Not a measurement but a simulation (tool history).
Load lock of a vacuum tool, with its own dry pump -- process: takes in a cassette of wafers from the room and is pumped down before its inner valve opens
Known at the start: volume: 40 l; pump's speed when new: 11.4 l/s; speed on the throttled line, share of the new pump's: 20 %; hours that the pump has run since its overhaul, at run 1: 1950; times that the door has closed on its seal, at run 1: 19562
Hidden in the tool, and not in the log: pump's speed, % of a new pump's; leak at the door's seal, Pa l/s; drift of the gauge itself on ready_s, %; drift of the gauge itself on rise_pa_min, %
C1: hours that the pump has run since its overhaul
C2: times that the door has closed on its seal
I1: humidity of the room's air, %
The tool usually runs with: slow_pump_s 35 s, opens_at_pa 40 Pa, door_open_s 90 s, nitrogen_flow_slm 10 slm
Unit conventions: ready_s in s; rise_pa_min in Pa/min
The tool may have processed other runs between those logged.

Run 1, day 0.000: usual settings; C1 1950; C2 19562; I1 42.8. Result: ready_s 56.2 s, rise_pa_min 0.192 Pa/min.
Run 2, day 23.017: usual settings; C1 2502; C2 20708; I1 44.6. Result: ready_s 56.3 s, rise_pa_min 0.210 Pa/min.
Run 3, day 34.521: usual settings; C1 2778; C2 21282; I1 45.4. Result: ready_s 56.4 s, rise_pa_min 0.218 Pa/min.
Run 4, day 47.375: usual settings; C1 3087; C2 21922; I1 46.2. Result: ready_s 57.0 s, rise_pa_min 0.229 Pa/min.
At day 58.654: door's seal changed, seat wiped.
Run 5, day 68.221: usual settings; C1 3585; C2 476; I1 47.9. Result: ready_s 57.0 s, rise_pa_min 0.050 Pa/min.
Run 6, day 86.225: usual settings; C1 4018; C2 1373; I1 45.1. Result: ready_s 57.6 s, rise_pa_min 0.046 Pa/min.
Run 7, day 100.154: usual settings; C1 4352; C2 2067; I1 45.3. Result: ready_s 58.0 s, rise_pa_min 0.052 Pa/min.
Run 8, day 115.467: usual settings; C1 4719; C2 2829; I1 45.2. Result: ready_s 57.1 s, rise_pa_min 0.054 Pa/min.
Run 9, day 133.025: usual settings but door_open_s 168 s; C1 5141; C2 3704; I1 46.1. Result: ready_s 56.9 s, rise_pa_min 0.075 Pa/min.
Run 10, day 148.242: usual settings but door_open_s 168 s; C1 5506; C2 4462; I1 51.2. Result: ready_s 58.1 s, rise_pa_min 0.086 Pa/min.
Run 11, day 169.688: usual settings but door_open_s 168 s; C1 6021; C2 5530; I1 44.0. Result: ready_s 58.4 s, rise_pa_min 0.083 Pa/min.
Run 12, day 187.179: usual settings but slow_pump_s 48 s, opens_at_pa 78 Pa, nitrogen_flow_slm 6 slm; C1 6440; C2 6402; I1 45.5. Result: ready_s 65.5 s, rise_pa_min 0.075 Pa/min.
Run 13, day 208.238: usual settings but slow_pump_s 48 s, opens_at_pa 78 Pa, nitrogen_flow_slm 6 slm; C1 6946; C2 7451; I1 44.2. Result: ready_s 65.4 s, rise_pa_min 0.080 Pa/min.

Predict the results of run 14:
Run 14, day 218.792: usual settings but slow_pump_s 33 s, door_open_s 168 s, nitrogen_flow_slm 15 slm; C1 7199; C2 7976; I1 47.1. Result: ready_s ?, rise_pa_min ?.

{"run 14": {"ready_s": 57.1, "rise_pa_min": 0.098}}
Take away the tool's hidden state, keep the run-to-run variation as it was, and the same run would have given ready_s 54.1 s, rise_pa_min 0.061 Pa/min.
